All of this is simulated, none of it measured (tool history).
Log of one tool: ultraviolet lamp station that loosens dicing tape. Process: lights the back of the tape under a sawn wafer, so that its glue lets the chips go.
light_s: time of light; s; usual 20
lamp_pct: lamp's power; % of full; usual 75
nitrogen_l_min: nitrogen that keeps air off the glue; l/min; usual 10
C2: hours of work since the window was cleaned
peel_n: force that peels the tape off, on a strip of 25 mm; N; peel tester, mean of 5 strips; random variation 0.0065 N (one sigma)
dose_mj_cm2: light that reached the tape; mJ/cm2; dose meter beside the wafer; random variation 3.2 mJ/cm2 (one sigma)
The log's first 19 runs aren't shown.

{"hour": 908.1, "done": "window cleaned of glue's vapour"}
{"run": 20, "hour": 926.0, "light_s": 11, "lamp_pct": 75, "nitrogen_l_min": 3, "hours of work of the lamp": 161, "C2": 10, "peel_n": 0.968, "dose_mj_cm2": 267}
{"run": 21, "hour": 965.4, "light_s": 11, "lamp_pct": 75, "nitrogen_l_min": 3, "hours of work of the lamp": 183, "C2": 32, "peel_n": 0.968, "dose_mj_cm2": 257}
{"run": 22, "hour": 1004.1, "light_s": 11, "lamp_pct": 75, "nitrogen_l_min": 3, "hours of work of the lamp": 205, "C2": 54, "peel_n": 0.979, "dose_mj_cm2": 257}
{"run": 23, "hour": 1073.0, "light_s": 11, "lamp_pct": 75, "nitrogen_l_min": 3, "hours of work of the lamp": 244, "C2": 93, "peel_n": 1, "dose_mj_cm2": 249}
{"run": 24, "hour": 1136.1, "light_s": 13, "lamp_pct": 75, "nitrogen_l_min": 10, "hours of work of the lamp": 280, "C2": 129, "peel_n": 0.453, "dose_mj_cm2": 290}
{"run": 25, "hour": 1182.3, "light_s": 20, "lamp_pct": 69, "nitrogen_l_min": 16, "hours of work of the lamp": 306, "C2": 155, "peel_n": 0.22, "dose_mj_cm2": 400}
{"run": 26, "hour": 1238.3, "light_s": 20, "lamp_pct": 75, "nitrogen_l_min": 8, "hours of work of the lamp": 337, "C2": 187, "peel_n": 0.271, "dose_mj_cm2": 427}
{"hour": 1268.0, "done": "window cleaned of glue's vapour"}
{"run": 27, "hour": 1270.6, "light_s": 16, "lamp_pct": 75, "nitrogen_l_min": 10, "hours of work of the lamp": 355, "C2": 1, "peel_n": 0.319, "dose_mj_cm2": 360}
{"run": 28, "hour": 1332.3, "light_s": 16, "lamp_pct": 75, "nitrogen_l_min": 10, "hours of work of the lamp": 390, "C2": 36, "peel_n": 0.342, "dose_mj_cm2": 352}
{"run": 29, "hour": 1376.0, "light_s": 20, "lamp_pct": 70, "nitrogen_l_min": 16, "hours of work of the lamp": 415, "C2": 61, "peel_n": 0.234, "dose_mj_cm2": 402}
{"run": 30, "hour": 1441.1, "light_s": 20, "lamp_pct": 70, "nitrogen_l_min": 16, "hours of work of the lamp": 452, "C2": 98, "peel_n": 0.243, "dose_mj_cm2": 400}
{"run": 31, "hour": 1489.0, "light_s": 13, "lamp_pct": 70, "nitrogen_l_min": 16, "hours of work of the lamp": 479, "C2": 125, "peel_n": 0.437, "dose_mj_cm2": 249}
{"run": 32, "hour": 1543.0, "light_s": 17, "lamp_pct": 75, "nitrogen_l_min": 10, "hours of work of the lamp": 509, "C2": 155, "peel_n": 0.339, "dose_mj_cm2": 346}
{"run": 33, "hour": 1604.8, "light_s": 20, "lamp_pct": 70, "nitrogen_l_min": 5, "hours of work of the lamp": 544, "C2": 190, "peel_n": 0.464, "dose_mj_cm2": 370}
{"hour": 1626.8, "done": "window cleaned of glue's vapour"}
{"run": 34, "hour": 1653.6, "light_s": 30, "lamp_pct": 66, "nitrogen_l_min": 12, "hours of work of the lamp": 572, "C2": 15, "peel_n": 0.185, "dose_mj_cm2": 538}
{"run": 35, "hour": 1702.7, "light_s": 27, "lamp_pct": 64, "nitrogen_l_min": 5, "hours of work of the lamp": 599, "C2": 43, "peel_n": 0.338, "dose_mj_cm2": 464}
{"run": 36, "hour": 1737.4, "light_s": 13, "lamp_pct": 75, "nitrogen_l_min": 10, "hours of work of the lamp": 619, "C2": 63, "peel_n": 0.512, "dose_mj_cm2": 258}
{"run": 37, "hour": 1806.7, "light_s": 20, "lamp_pct": 92, "nitrogen_l_min": 6, "hours of work of the lamp": 658, "C2": 102, "peel_n": 0.276, "dose_mj_cm2": 467}
{"run": 38, "hour": 1869.7, "light_s": 20, "lamp_pct": 92, "nitrogen_l_min": 6, "hours of work of the lamp": 694, "C2": 137, "peel_n": 0.301, "dose_mj_cm2": 464}
{"run": 39, "hour": 1913.2, "light_s": 38, "lamp_pct": 75, "nitrogen_l_min": 3, "hours of work of the lamp": 718, "C2": 162, "peel_n": 0.252, "dose_mj_cm2": 710}
{"run": 40, "hour": 1941.5, "light_s": 38, "lamp_pct": 75, "nitrogen_l_min": 3, "hours of work of the lamp": 734, "C2": 178, "peel_n": 0.243, "dose_mj_cm2": 704}
{"run": 41, "hour": 1979.6, "light_s": 38, "lamp_pct": 75, "nitrogen_l_min": 3, "hours of work of the lamp": 756, "C2": 199, "peel_n": 0.267, "dose_mj_cm2": 688}
{"hour": 1988.7, "done": "window cleaned of glue's vapour"}
{"run": 42, "hour": 2044.2, "light_s": 33, "lamp_pct": 94, "nitrogen_l_min": 5, "hours of work of the lamp": 792, "C2": 31, "peel_n": 0.187, "dose_mj_cm2": 779}
{"run": 43, "hour": 2093.2, "light_s": 33, "lamp_pct": 94, "nitrogen_l_min": 5, "hours of work of the lamp": 820, "C2": 59, "peel_n": 0.183, "dose_mj_cm2": 760}

Forecast each of these 4 alternatives for the next run:
{"run": "A", "hour": 2148.0, "light_s": 12, "lamp_pct": 73, "nitrogen_l_min": 14, "hours of work of the lamp": 851, "C2": 90, "peel_n": "?", "dose_mj_cm2": "?"}
{"run": "B", "hour": 2148.0, "light_s": 33, "lamp_pct": 94, "nitrogen_l_min": 5, "hours of work of the lamp": 851, "C2": 90, "peel_n": "?", "dose_mj_cm2": "?"}
{"run": "C", "hour": 2148.0, "light_s": 24, "lamp_pct": 82, "nitrogen_l_min": 4, "hours of work of the lamp": 851, "C2": 90, "peel_n": "?", "dose_mj_cm2": "?"}
{"run": "D", "hour": 2148.0, "light_s": 26, "lamp_pct": 94, "nitrogen_l_min": 5, "hours of work of the lamp": 851, "C2": 90, "peel_n": "?", "dose_mj_cm2": "?"}

run=A peel_n=0.604 dose_mj_cm2=208
run=B peel_n=0.19 dose_mj_cm2=748
run=C peel_n=0.377 dose_mj_cm2=476
run=D peel_n=0.24 dose_mj_cm2=585
Without the tool's hidden state the same runs would have given:
run=A peel_n=0.365 dose_mj_cm2=296
run=B peel_n=0.162 dose_mj_cm2=1056
run=C peel_n=0.231 dose_mj_cm2=672
run=D peel_n=0.174 dose_mj_cm2=826
